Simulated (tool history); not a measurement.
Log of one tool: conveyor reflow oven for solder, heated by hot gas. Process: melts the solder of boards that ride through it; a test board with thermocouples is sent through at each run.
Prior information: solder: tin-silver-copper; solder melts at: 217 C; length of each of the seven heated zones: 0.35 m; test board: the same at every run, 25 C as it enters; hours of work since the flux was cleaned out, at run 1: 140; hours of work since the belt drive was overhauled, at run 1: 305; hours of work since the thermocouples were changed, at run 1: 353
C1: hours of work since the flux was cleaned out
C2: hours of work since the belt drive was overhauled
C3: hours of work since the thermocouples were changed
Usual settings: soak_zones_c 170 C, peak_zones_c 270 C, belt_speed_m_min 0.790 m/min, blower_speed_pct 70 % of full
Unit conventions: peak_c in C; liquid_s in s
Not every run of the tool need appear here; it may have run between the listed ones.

Run 1, hour 0.0: usual settings; C1 140; C2 305; C3 353. Result: peak_c 250.60 C, liquid_s 37.9 s.
Run 2, hour 46.8: usual settings; C1 175; C2 341; C3 388. Result: peak_c 250.42 C, liquid_s 37.6 s.
At hour 72.6: flux residue cleaned out of gas plates and filters.
Run 3, hour 102.6: usual settings but soak_zones_c 157 C; C1 23; C2 379; C3 426. Result: peak_c 249.83 C, liquid_s 34.8 s.
Run 4, hour 157.4: usual settings but soak_zones_c 157 C, belt_speed_m_min 0.701 m/min; C1 64; C2 420; C3 467. Result: peak_c 253.76 C, liquid_s 42.7 s.
Run 5, hour 206.5: usual settings but blower_speed_pct 71 % of full; C1 101; C2 457; C3 504. Result: peak_c 252.04 C, liquid_s 38.8 s.
Run 6, hour 270.7: usual settings but blower_speed_pct 71 % of full; C1 149; C2 505; C3 553. Result: peak_c 251.69 C, liquid_s 38.6 s.
At hour 329.3: flux residue cleaned out of gas plates and filters.
Run 7, hour 334.2: usual settings but blower_speed_pct 59 % of full; C1 4; C2 549; C3 597. Result: peak_c 249.15 C, liquid_s 36.8 s.
At hour 376.1: thermocouples of zones 6 and 7 changed.
Run 8, hour 376.1: usual settings; C1 34; C2 579; C3 0. Result: peak_c 252.35 C, liquid_s 39.0 s.
Run 9, hour 439.1: usual settings; C1 81; C2 627; C3 47. Result: peak_c 252.09 C, liquid_s 38.8 s.
Run 10, hour 475.1: usual settings but blower_speed_pct 85 % of full; C1 108; C2 654; C3 74. Result: peak_c 255.21 C, liquid_s 41.1 s.
Run 11, hour 540.8: usual settings but blower_speed_pct 85 % of full; C1 158; C2 703; C3 124. Result: peak_c 254.98 C, liquid_s 41.1 s.
At hour 588.8: flux residue cleaned out of gas plates and filters.
Run 12, hour 591.6: usual settings but soak_zones_c 177 C, peak_zones_c 272 C, belt_speed_m_min 0.806 m/min; C1 2; C2 738; C3 158. Result: peak_c 255.36 C, liquid_s 41.6 s.
Run 13, hour 623.8: usual settings but soak_zones_c 174 C, peak_zones_c 272 C, belt_speed_m_min 0.788 m/min, blower_speed_pct 86 % of full; C1 26; C2 762; C3 183. Result: peak_c 258.93 C, liquid_s 44.3 s.
Run 14, hour 653.3: usual settings but soak_zones_c 174 C, peak_zones_c 272 C, belt_speed_m_min 0.788 m/min, blower_speed_pct 86 % of full; C1 49; C2 784; C3 205. Result: peak_c 258.60 C, liquid_s 44.2 s.
Run 15, hour 683.7: usual settings but soak_zones_c 174 C, peak_zones_c 264 C, belt_speed_m_min 0.788 m/min, blower_speed_pct 86 % of full; C1 71; C2 807; C3 228. Result: peak_c 251.60 C, liquid_s 41.0 s.
Run 16, hour 741.0: usual settings but soak_zones_c 181 C, peak_zones_c 277 C, belt_speed_m_min 0.727 m/min, blower_speed_pct 78 % of full; C1 115; C2 850; C3 271. Result: peak_c 264.57 C, liquid_s 52.1 s.
Run 17, hour 804.2: usual settings but soak_zones_c 176 C, peak_zones_c 260 C, belt_speed_m_min 0.727 m/min, blower_speed_pct 80 % of full; C1 162; C2 898; C3 318. Result: peak_c 248.71 C, liquid_s 43.6 s.
Run 18, hour 832.5: usual settings but soak_zones_c 176 C, peak_zones_c 260 C, belt_speed_m_min 0.827 m/min, blower_speed_pct 80 % of full; C1 183; C2 919; C3 340. Result: peak_c 245.22 C, liquid_s 35.3 s.
At hour 845.3: flux residue cleaned out of gas plates and filters.
Run 19, hour 889.0: usual settings but soak_zones_c 176 C, peak_zones_c 260 C, belt_speed_m_min 0.827 m/min, blower_speed_pct 80 % of full; C1 33; C2 958; C3 378. Result: peak_c 246.36 C, liquid_s 36.6 s.

Below are 5 alternative next runs, each starting from the tool's condition after run 19. Predict each:
Run A, hour 920.4: usual settings but belt_speed_m_min 0.950 m/min, blower_speed_pct 86 % of full; C1 57; C2 981; C3 402. Result: peak_c ?, liquid_s ?.
Run B, hour 920.4: usual settings but soak_zones_c 169 C; C1 57; C2 981; C3 402. Result: peak_c ?, liquid_s ?.
Run C, hour 920.4: usual settings but soak_zones_c 179 C, peak_zones_c 274 C, blower_speed_pct 67 % of full; C1 57; C2 981; C3 402. Result: peak_c ?, liquid_s ?.
Run D, hour 920.4: usual settings but soak_zones_c 176 C, peak_zones_c 260 C, belt_speed_m_min 0.877 m/min, blower_speed_pct 80 % of full; C1 57; C2 981; C3 402. Result: peak_c ?, liquid_s ?.
Run E, hour 920.4: usual settings but peak_zones_c 282 C, belt_speed_m_min 0.905 m/min; C1 57; C2 981; C3 402. Result: peak_c ?, liquid_s ?.

run  peak_c  liquid_s
  A  250.67      31.9
  B  252.84      39.7
  C  257.32      44.4
  D  244.51      32.8
  E  257.94      36.3
Stripped of hidden state, with their random variation kept, the same runs would have yielded:
run  peak_c  liquid_s
  A  249.88      30.7
  B  251.86      38.2
  C  256.32      42.8
  D  243.68      31.5
  E  256.94      35.0

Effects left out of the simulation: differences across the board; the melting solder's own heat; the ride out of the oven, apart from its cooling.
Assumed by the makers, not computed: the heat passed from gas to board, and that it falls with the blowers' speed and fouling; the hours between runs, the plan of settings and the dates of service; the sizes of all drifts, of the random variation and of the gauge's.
